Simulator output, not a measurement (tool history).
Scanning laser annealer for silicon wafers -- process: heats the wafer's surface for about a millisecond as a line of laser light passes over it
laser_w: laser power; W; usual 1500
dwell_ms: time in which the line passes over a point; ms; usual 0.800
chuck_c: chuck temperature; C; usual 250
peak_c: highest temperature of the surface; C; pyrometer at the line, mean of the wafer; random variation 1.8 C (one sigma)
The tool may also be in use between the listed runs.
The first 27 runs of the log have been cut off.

run     day  laser_w  dwell_ms  chuck_c  peak_c
 28  28.700     1500     0.816      245     967
 29  30.317     1540     0.820      250    1000
 30  31.779     1540     0.820      250     998
 31  33.092     1540     0.643      234     905
 32  34.492     1532     0.800      250     985
 33  35.833     1307     0.680      254     805
 34  36.738     1307     0.680      254     806
 35  38.304     1476     0.800      250     947
 36  39.158     1562     0.595      269     927
 37  40.796     1410     0.694      256     875
     41.725  -- window over the wafer cleaned
 38  42.408     1410     0.616      287     871
 39  43.254     1454     0.830      224     924
 40  44.212     1381     0.859      250     910

5 options for the next run, each taken on its own from the tool as it stands now. Forecast them:
  A  45.325     1479     0.699      235       ?
  B  45.325     1454     0.646      215       ?
  C  45.325     1431     0.940      250       ?
  D  45.325     1496     0.859      279       ?
  E  45.325     1524     0.586      220       ?

run  peak_c
  A     895
  B     839
  C     974
  D    1012
  E     854
Stripped of hidden state, with their random variation kept, the same runs would have yielded:
run  peak_c
  A     895
  B     839
  C     974
  D    1012
  E     855

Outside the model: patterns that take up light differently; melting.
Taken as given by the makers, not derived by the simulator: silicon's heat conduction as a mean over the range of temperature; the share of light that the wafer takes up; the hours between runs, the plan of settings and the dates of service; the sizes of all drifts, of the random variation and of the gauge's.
